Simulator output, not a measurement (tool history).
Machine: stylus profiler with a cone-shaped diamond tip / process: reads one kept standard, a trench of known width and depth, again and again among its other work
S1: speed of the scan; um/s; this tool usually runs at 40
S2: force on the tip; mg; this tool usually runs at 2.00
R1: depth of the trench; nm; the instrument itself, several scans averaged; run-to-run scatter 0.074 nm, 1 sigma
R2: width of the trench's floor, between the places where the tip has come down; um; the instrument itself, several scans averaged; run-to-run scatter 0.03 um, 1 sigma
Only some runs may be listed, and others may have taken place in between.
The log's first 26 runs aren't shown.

run,hour,S1,S2,R1,R2
27,1159.7,128,0.80,201.09,16.62
28,1215.8,26,1.85,202.01,17.26
29,1242.4,17,4.69,203.49,17.27
30,1279.7,28,1.69,201.67,17.23
31,1323.1,23,0.78,201.06,17.22
32,1374.4,23,0.78,201.05,17.11
33,1399.9,23,0.78,201.20,17.11
34,1443.6,23,0.78,201.18,17.11
35,1468.8,16,0.81,201.21,17.18
36,1519.4,40,1.77,201.93,17.12
37,1545.1,40,1.77,201.87,17.12
38,1576.8,47,2.00,202.08,17.02
39,1615.0,30,5.66,204.15,17.14
40,1647.6,106,2.00,202.17,16.86
41,1693.0,21,0.74,201.17,17.10
42,1720.7,22,1.03,201.40,17.10
43,1768.4,26,1.03,201.34,17.03
44,1802.3,20,1.85,201.91,17.06
45,1841.7,74,2.00,202.06,16.89

5 options for the next run, each taken on its own from the tool as it stands now. Forecast them:
A,1875.1,44,1.45,?,?
B,1875.1,101,2.00,?,?
C,1875.1,26,2.00,?,?
D,1875.1,61,3.43,?,?
E,1875.1,20,2.78,?,?

run,R1,R2
A,201.74,16.93
B,202.12,16.79
C,202.18,17.00
D,203.13,16.96
E,202.61,17.07
Without the tool's hidden state the same runs would have given:
run,R1,R2
A,201.55,18.03
B,201.92,17.89
C,201.99,18.10
D,202.93,18.06
E,202.42,18.17
